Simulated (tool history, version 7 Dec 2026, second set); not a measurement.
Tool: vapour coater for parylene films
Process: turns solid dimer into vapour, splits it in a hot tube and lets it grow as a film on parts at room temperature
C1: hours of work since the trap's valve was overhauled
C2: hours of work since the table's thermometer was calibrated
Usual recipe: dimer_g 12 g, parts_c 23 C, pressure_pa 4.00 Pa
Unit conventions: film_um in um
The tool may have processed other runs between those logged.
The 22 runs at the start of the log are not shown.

run 23 hour=1416.0 | dimer_g=18 parts_c=21 pressure_pa=11.37 | C1=367 C2=894 | film_um=2.18
-- hour=1481.4 trap's valve overhauled
run 24 hour=1494.5 | dimer_g=18 parts_c=21 pressure_pa=11.37 | C1=11 C2=958 | film_um=2.50
run 25 hour=1575.5 | dimer_g=18 parts_c=21 pressure_pa=11.37 | C1=81 C2=1027 | film_um=2.41
run 26 hour=1624.7 | dimer_g=18 parts_c=21 pressure_pa=11.37 | C1=123 C2=1069 | film_um=2.39
run 27 hour=1679.9 | dimer_g=18 parts_c=21 pressure_pa=11.37 | C1=170 C2=1117 | film_um=2.34
run 28 hour=1747.3 | dimer_g=8 parts_c=30 pressure_pa=5.11 | C1=228 C2=1175 | film_um=0.90
run 29 hour=1796.1 | dimer_g=12 parts_c=23 pressure_pa=4.00 | C1=270 C2=1217 | film_um=1.70
run 30 hour=1874.8 | dimer_g=12 parts_c=15 pressure_pa=11.78 | C1=338 C2=1284 | film_um=1.68
run 31 hour=1960.4 | dimer_g=12 parts_c=15 pressure_pa=11.78 | C1=411 C2=1358 | film_um=1.64
-- hour=1975.5 trap's valve overhauled
-- hour=2000.9 table's thermometer calibrated
run 32 hour=2040.8 | dimer_g=17 parts_c=34 pressure_pa=3.31 | C1=55 C2=34 | film_um=2.08
run 33 hour=2083.3 | dimer_g=12 parts_c=23 pressure_pa=10.11 | C1=92 C2=71 | film_um=1.57
run 34 hour=2156.1 | dimer_g=5 parts_c=23 pressure_pa=10.11 | C1=154 C2=133 | film_um=0.66
run 35 hour=2227.7 | dimer_g=5 parts_c=23 pressure_pa=3.81 | C1=216 C2=195 | film_um=0.79
run 36 hour=2309.6 | dimer_g=5 parts_c=23 pressure_pa=3.81 | C1=286 C2=265 | film_um=0.74

Expected results for the next run?
run 37 hour=2381.7 | dimer_g=5 parts_c=23 pressure_pa=3.81 | C1=348 C2=327 | film_um=?

Run 37 measured film_um 0.70 um.
Without the tool's hidden state the same run would have given film_um 0.81 um.
